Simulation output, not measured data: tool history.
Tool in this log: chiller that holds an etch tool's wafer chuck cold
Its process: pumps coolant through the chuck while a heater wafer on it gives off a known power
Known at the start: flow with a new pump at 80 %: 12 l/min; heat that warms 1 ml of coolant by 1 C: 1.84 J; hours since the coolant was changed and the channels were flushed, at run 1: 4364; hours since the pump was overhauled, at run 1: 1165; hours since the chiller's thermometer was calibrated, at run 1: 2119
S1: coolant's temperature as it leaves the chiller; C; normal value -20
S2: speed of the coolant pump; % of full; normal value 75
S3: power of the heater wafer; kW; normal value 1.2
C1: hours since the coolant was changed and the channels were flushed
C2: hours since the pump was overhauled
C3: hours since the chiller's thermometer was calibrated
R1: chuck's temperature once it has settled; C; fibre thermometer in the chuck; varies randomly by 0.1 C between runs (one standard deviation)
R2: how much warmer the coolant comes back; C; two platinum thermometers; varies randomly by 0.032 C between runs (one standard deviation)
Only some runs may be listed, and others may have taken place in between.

run   hour   S1  S2     S3    C1    C2    C3     R1    R2
  1      0  -20  75    1.2  4364  1165  2119   -5.2  3.53
  2   26.1  -20  69    1.2  4390  1191  2145   -4.2  3.75
  3   46.7  -20  61    1.2  4411  1211  2166     -3  4.24
  4   63.8  -20  61    1.2  4428  1228  2183   -2.9  4.23
  5   86.9  -20  69    1.2  4451  1251  2206   -4.5  3.82
  6    123  -20  69    1.2  4487  1288  2242   -4.1  3.76
  7  142.3  -20  69    1.2  4506  1307  2262   -4.4  3.88
  8  161.4  -20  69    1.2  4525  1326  2281   -4.1  3.78
  9  201.4  -20  83    1.2  4565  1366  2321   -6.2  3.21
 10  223.8  -20  75  0.691  4588  1388  2343  -11.1  2.03
 11    255  -20  75  0.691  4619  1420  2374  -11.3  1.98
 12  292.5  -20  75  0.691  4657  1457  2412  -11.4  2.04
 13  316.3  -19  75    1.2  4680  1481  2436     -4  3.51
 14    345  -20  75    1.2  4709  1510  2464     -5   3.5
 15  367.6  -20  75    1.2  4732  1532  2487     -5  3.56
 16  394.3  -20  75    1.2  4758  1559  2514   -4.9  3.53
 17  422.7  -27  65    1.2  4787  1587  2542  -10.4  4.03
 18  445.8  -21  72  0.944  4810  1610  2565   -8.7  2.85
 19  479.7  -20  78  1.728  4844  1644  2599    1.2  4.86
 20  514.1  -14  81    1.2  4878  1679  2633    0.4  3.27
     518.8  -- chiller's thermometer calibrated
 21  540.1  -14  81    1.2  4903  1704    21    0.7  3.26
 22  561.1  -30  75    1.2  4924  1725    42  -14.6  3.55

Run 23 has not been measured yet. What should we expect?
 23  596.5  -30  75  1.2  4959  1760  78   ?   ?

{"run 23": {"R1": -14.6, "R2": 3.57}}
On a tool with no hidden condition, and with the same random variation, this run would have come out at R1 -17.5 C, R2 3.51 C.
